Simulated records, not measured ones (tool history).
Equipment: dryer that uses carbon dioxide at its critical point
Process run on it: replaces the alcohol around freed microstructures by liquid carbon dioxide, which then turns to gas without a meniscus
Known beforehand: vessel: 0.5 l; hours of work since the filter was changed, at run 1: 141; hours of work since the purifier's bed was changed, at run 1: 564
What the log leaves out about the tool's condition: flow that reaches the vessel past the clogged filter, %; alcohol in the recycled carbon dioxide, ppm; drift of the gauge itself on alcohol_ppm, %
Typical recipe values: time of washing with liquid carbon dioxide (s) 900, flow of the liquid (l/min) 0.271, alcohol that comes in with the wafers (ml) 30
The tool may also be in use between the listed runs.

run   hour  time of washing with liquid carbon dioxide (s)  flow of the liquid (l/min)  alcohol that comes in with the wafers (ml)  hours of work since the filter was changed  hours of work since the purifier's bed was changed  alcohol left in the vessel before it's heated (ppm by volume)
  1      0                                             900                       0.271                                          30                                         141                                                 564                                                            269
  2   18.7                                             900                       0.271                                          30                                         155                                                 579                                                            277
  3   30.9                                             900                       0.271                                          30                                         165                                                 589                                                            292
  4   44.4                                            1200                       0.271                                          30                                         176                                                 600                                                             88
  5   61.6                                             900                       0.271                                          83                                         190                                                 613                                                            749
  6   83.4                                             900                       0.271                                          83                                         207                                                 631                                                            783
  7   94.8                                             900                       0.271                                          83                                         216                                                 640                                                            805
  8  113.3                                             900                       0.271                                          83                                         231                                                 655                                                            826
  9  130.5                                             900                       0.271                                          83                                         245                                                 668                                                            871
 10  151.1                                             900                       0.271                                          25                                         261                                                 685                                                            317
 11  160.7                                             900                       0.271                                          30                                         269                                                 692                                                            377
 12  183.7                                             900                       0.166                                          30                                         287                                                 711                                                           2787
 13  206.6                                             900                       0.166                                          30                                         305                                                 729                                                           2878
 14  226.9                                             900                       0.393                                         119                                         322                                                 745                                                            189
 15  248.1                                             660                       0.271                                          30                                         339                                                 762                                                           1563
 16  266.1                                             840                       0.228                                         106                                         353                                                 777                                                           4414
       269  -- inlet filter changed
 17  289.5                                             840                       0.228                                         106                                          16                                                 794                                                           2136
 18    304                                            1020                       0.274                                          34                                          28                                                 806                                                            141
 19  322.3                                            1020                       0.274                                          34                                          43                                                 821                                                            141
 20  344.7                                            1140                       0.274                                          87                                          60                                                 838                                                            172
 21  366.8                                            1320                       0.243                                          49                                          78                                                 856                                                            120

What does the tool deliver on the next run?
 22  379.3                                             960                       0.243                                         102                                          88                                                 866                                                              ?

{"run 22": {"alcohol left in the vessel before it's heated (ppm by volume)": 898}}
Minus the tool's unlogged condition, the same run would have read alcohol left in the vessel before it's heated (ppm by volume) 651.
